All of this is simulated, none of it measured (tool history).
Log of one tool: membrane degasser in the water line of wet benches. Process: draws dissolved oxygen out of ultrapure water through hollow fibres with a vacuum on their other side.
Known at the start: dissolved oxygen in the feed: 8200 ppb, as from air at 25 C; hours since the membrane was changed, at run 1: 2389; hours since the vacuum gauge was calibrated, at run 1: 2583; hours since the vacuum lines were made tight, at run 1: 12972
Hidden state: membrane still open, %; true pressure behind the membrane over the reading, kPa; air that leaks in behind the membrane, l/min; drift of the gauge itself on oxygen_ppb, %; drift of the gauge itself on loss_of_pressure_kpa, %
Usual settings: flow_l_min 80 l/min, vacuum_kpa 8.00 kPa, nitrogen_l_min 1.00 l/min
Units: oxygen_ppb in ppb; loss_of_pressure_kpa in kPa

run    hour  flow_l_min  vacuum_kpa  nitrogen_l_min  hours since the membrane was changed  hours since the vacuum gauge was calibrated  hours since the vacuum lines were made tight  oxygen_ppb  loss_of_pressure_kpa
  1     0.0          80        8.00            1.00                                  2389                                         2583                                         12972       680.2                 56.02
  2    87.4          51        8.00            1.00                                  2476                                         2670                                         13059       458.5                 35.55
  3   184.1          51        8.00            1.00                                  2573                                         2767                                         13156       459.6                 35.78
  4   260.2          51        8.00            1.00                                  2649                                         2843                                         13232       455.8                 35.66
      274.9  -- seals of the vacuum lines changed
  5   347.5          74        8.00            1.00                                  2734                                         2928                                            73       639.5                 51.99
  6   490.8          80        8.00            1.00                                  2877                                         3072                                           216       697.6                 55.92
  7   583.1          83        8.00            1.00                                  2970                                         3164                                           308       725.0                 58.48
  8   719.2         105       18.94            0.56                                  3106                                         3300                                           444      2885.6                 73.71
  9   844.4          66        6.77            1.53                                  3231                                         3425                                           570       332.5                 46.38
 10   971.3         123       10.42            1.53                                  3358                                         3552                                           696      1193.6                 86.12
 11  1080.6          84        8.17            0.51                                  3467                                         3661                                           806      1046.7                 59.24
 12  1182.3          77        8.09            0.42                                  3569                                         3763                                           907      1051.6                 54.11
 13  1289.8          72        8.00            0.69                                  3676                                         3871                                          1015       769.4                 50.14
 14  1355.6          72        8.00            0.69                                  3742                                         3936                                          1081       776.6                 50.36

3 ways to go on from here, each from the tool as it stands after run 14. What would each give?
  A  1498.3         109       15.16            2.84                                  3885                                         4079                                          1223           ?                     ?
  B  1498.3          49        8.00            0.44                                  3885                                         4079                                          1223           ?                     ?
  C  1498.3          55        8.00            1.00                                  3885                                         4079                                          1223           ?                     ?

run  oxygen_ppb  loss_of_pressure_kpa
  A      1092.2                 76.36
  B       747.1                 34.25
  C       490.0                 38.40
Without the tool's hidden state the same runs would have given:
run  oxygen_ppb  loss_of_pressure_kpa
  A      1091.7                 76.34
  B       746.5                 34.24
  C       489.6                 38.39
